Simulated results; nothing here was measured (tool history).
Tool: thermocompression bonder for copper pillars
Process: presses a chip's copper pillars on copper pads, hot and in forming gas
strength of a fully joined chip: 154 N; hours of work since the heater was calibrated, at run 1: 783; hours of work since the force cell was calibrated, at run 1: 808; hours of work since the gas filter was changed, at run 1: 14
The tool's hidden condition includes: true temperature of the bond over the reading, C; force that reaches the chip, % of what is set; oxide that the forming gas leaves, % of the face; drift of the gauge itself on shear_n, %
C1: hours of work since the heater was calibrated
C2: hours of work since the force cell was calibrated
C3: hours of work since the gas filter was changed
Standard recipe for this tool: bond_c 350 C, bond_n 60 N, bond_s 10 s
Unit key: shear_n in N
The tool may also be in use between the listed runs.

Run 1, hour 0: usual settings; C1 783; C2 808; C3 14. Result: shear_n 62.6 N.
Run 2, hour 27: usual settings but bond_s 29 s; C1 801; C2 827; C3 33. Result: shear_n 91 N.
Run 3, hour 46: usual settings but bond_s 21 s; C1 814; C2 840; C3 46. Result: shear_n 81.7 N.
Run 4, hour 68.9: usual settings but bond_s 21 s; C1 830; C2 856; C3 62. Result: shear_n 81.9 N.
Run 5, hour 85.5: usual settings; C1 842; C2 868; C3 73. Result: shear_n 62.1 N.
Run 6, hour 103.7: usual settings; C1 854; C2 880; C3 86. Result: shear_n 62.4 N.
Run 7, hour 127.5: usual settings but bond_n 36 N; C1 871; C2 897; C3 103. Result: shear_n 37.4 N.
Run 8, hour 142.5: usual settings; C1 881; C2 907; C3 113. Result: shear_n 64 N.
Run 9, hour 166.7: usual settings; C1 898; C2 924; C3 130. Result: shear_n 63.2 N.
Run 10, hour 179.2: usual settings; C1 907; C2 933; C3 138. Result: shear_n 63.2 N.
Run 11, hour 195.3: usual settings; C1 918; C2 944; C3 149. Result: shear_n 63.3 N.
Run 12, hour 223.3: usual settings; C1 937; C2 963; C3 169. Result: shear_n 63.6 N.
Run 13, hour 239.4: usual settings; C1 948; C2 974; C3 180. Result: shear_n 62.6 N.
Run 14, hour 259.3: usual settings but bond_s 12 s; C1 962; C2 988; C3 194. Result: shear_n 66.7 N.
Run 15, hour 286.5: usual settings but bond_n 42 N; C1 981; C2 1007; C3 213. Result: shear_n 43.9 N.
Run 16, hour 301.5: usual settings but bond_n 42 N; C1 991; C2 1017; C3 223. Result: shear_n 43.1 N.
Run 17, hour 317: usual settings but bond_n 42 N; C1 1002; C2 1028; C3 234. Result: shear_n 43.6 N.
Run 18, hour 330.1: usual settings but bond_n 42 N; C1 1011; C2 1037; C3 243. Result: shear_n 44.3 N.
Run 19, hour 346.6: usual settings but bond_c 358 C, bond_s 18 s; C1 1023; C2 1049; C3 254. Result: shear_n 84 N.
Run 20, hour 363.9: usual settings but bond_c 379 C, bond_s 18 s; C1 1035; C2 1061; C3 266. Result: shear_n 101.7 N.
Run 21, hour 378.1: usual settings but bond_c 379 C, bond_s 18 s; C1 1044; C2 1070; C3 276. Result: shear_n 100.5 N.
Run 22, hour 405.6: usual settings but bond_c 374 C, bond_s 14 s; C1 1064; C2 1090; C3 295. Result: shear_n 89.4 N.
Run 23, hour 418.5: usual settings but bond_c 364 C; C1 1072; C2 1098; C3 304. Result: shear_n 72 N.
Run 24, hour 442.9: usual settings but bond_c 364 C; C1 1089; C2 1115; C3 321. Result: shear_n 73.2 N.
Run 25, hour 461.7: usual settings but bond_c 361 C, bond_n 45 N, bond_s 21 s; C1 1102; C2 1128; C3 334. Result: shear_n 71.6 N.
Run 26, hour 478.7: usual settings but bond_c 372 C, bond_n 45 N, bond_s 5 s; C1 1114; C2 1140; C3 346. Result: shear_n 45.8 N.
Run 27, hour 507.3: usual settings but bond_c 355 C, bond_n 76 N, bond_s 8 s; C1 1134; C2 1160; C3 366. Result: shear_n 76.3 N.
Run 28, hour 519.4: usual settings but bond_c 341 C, bond_s 6 s; C1 1142; C2 1168; C3 374. Result: shear_n 45.4 N.
Run 29, hour 545.8: usual settings but bond_c 341 C, bond_n 64 N, bond_s 17 s; C1 1161; C2 1187; C3 392. Result: shear_n 73.5 N.
Run 30, hour 566.1: usual settings but bond_c 341 C, bond_n 57 N, bond_s 11 s; C1 1175; C2 1201; C3 406. Result: shear_n 56 N.
Run 31, hour 580.9: usual settings but bond_c 370 C, bond_n 86 N, bond_s 12 s; C1 1185; C2 1211; C3 417. Result: shear_n 108 N.
Run 32, hour 596.2: usual settings but bond_c 323 C, bond_n 78 N, bond_s 24 s; C1 1196; C2 1222; C3 427. Result: shear_n 79.5 N.
Run 33, hour 620.9: usual settings but bond_c 323 C, bond_n 78 N, bond_s 24 s; C1 1213; C2 1239; C3 444. Result: shear_n 81.3 N.
Run 34, hour 634.6: usual settings but bond_c 321 C, bond_n 73 N, bond_s 27 s; C1 1222; C2 1248; C3 454. Result: shear_n 76.5 N.
Run 35, hour 655: usual settings but bond_c 372 C, bond_n 44 N, bond_s 13 s; C1 1236; C2 1262; C3 468. Result: shear_n 65 N.
At hour 669.6: forming gas filter changed.
Run 36, hour 670: usual settings but bond_c 354 C, bond_n 88 N, bond_s 8 s; C1 1246; C2 1272; C3 0. Result: shear_n 85.3 N.

5 ways to go on from here, each from the tool as it stands after run 36. What would each give?
Run A, hour 685.7: usual settings but bond_n 51 N, bond_s 24 s; C1 1257; C2 1283; C3 11. Result: shear_n ?.
Run B, hour 685.7: usual settings but bond_c 378 C, bond_n 78 N, bond_s 8 s; C1 1257; C2 1283; C3 11. Result: shear_n ?.
Run C, hour 685.7: usual settings but bond_c 354 C, bond_n 85 N, bond_s 8 s; C1 1257; C2 1283; C3 11. Result: shear_n ?.
Run D, hour 685.7: usual settings but bond_c 360 C, bond_n 39 N, bond_s 13 s; C1 1257; C2 1283; C3 11. Result: shear_n ?.
Run E, hour 685.7: usual settings but bond_c 365 C, bond_n 74 N; C1 1257; C2 1283; C3 11. Result: shear_n ?.

run  shear_n
  A     73.4
  B     95.9
  C     82.6
  D     50.8
  E     88.5
What these runs would have given with no unlogged condition in the tool:
run  shear_n
  A     73.2
  B     95.8
  C     82.4
  D     50.7
  E     88.3
